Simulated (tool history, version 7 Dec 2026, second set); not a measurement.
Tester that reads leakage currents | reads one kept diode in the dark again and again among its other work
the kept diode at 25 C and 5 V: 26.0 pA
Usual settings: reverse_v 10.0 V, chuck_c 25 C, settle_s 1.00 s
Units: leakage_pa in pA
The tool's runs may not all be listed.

run    hour  reverse_v  chuck_c  settle_s  leakage_pa
  1     0.0       10.0       25      1.00       37.27
  2   118.7       12.0       25      1.00       40.50
  3   318.0       12.0       25      1.00       40.26
  4   502.6       10.0       25      1.00       37.34
  5   674.3       10.0       25      1.00       37.14
  6   769.6       10.0       25      1.00       37.24
  7   974.4        1.0       25      1.00       13.83
  8  1138.7        1.0       25      1.00       13.90
  9  1239.0        1.0       25      1.00       13.98
 10  1361.3        1.0       25      1.00       13.89
 11  1539.1        1.0       25      1.00       13.84
 12  1709.2        2.1       48      1.64      100.99
 13  1824.6        2.3       23      1.00       16.83
 14  2024.1        1.3       46      1.00       72.64
 15  2242.3        1.3       46      1.00       72.38
 16  2401.2        1.3       46      1.00       72.90
 17  2562.0        1.3       46      1.00       72.69
 18  2664.8        2.5       36      1.00       46.43
 19  2873.4       18.3       48      4.06      241.39
 20  3006.0        1.2       27      1.00       17.49

Not shown: 3 entries that the log had between the listed runs. Between which runs, and how does the tool's hidden state differ before and after?
Between runs 11 and 12: tester calibrated (hour 1591.5); probe card cleaned and baked (hour 1611.1)
  stray current of the dirty probe card, pA a volt: 0.023 -> 0.02
Between runs 15 and 16: chuck's temperature calibrated (hour 2339.2)
  no hidden state differs between the two runs
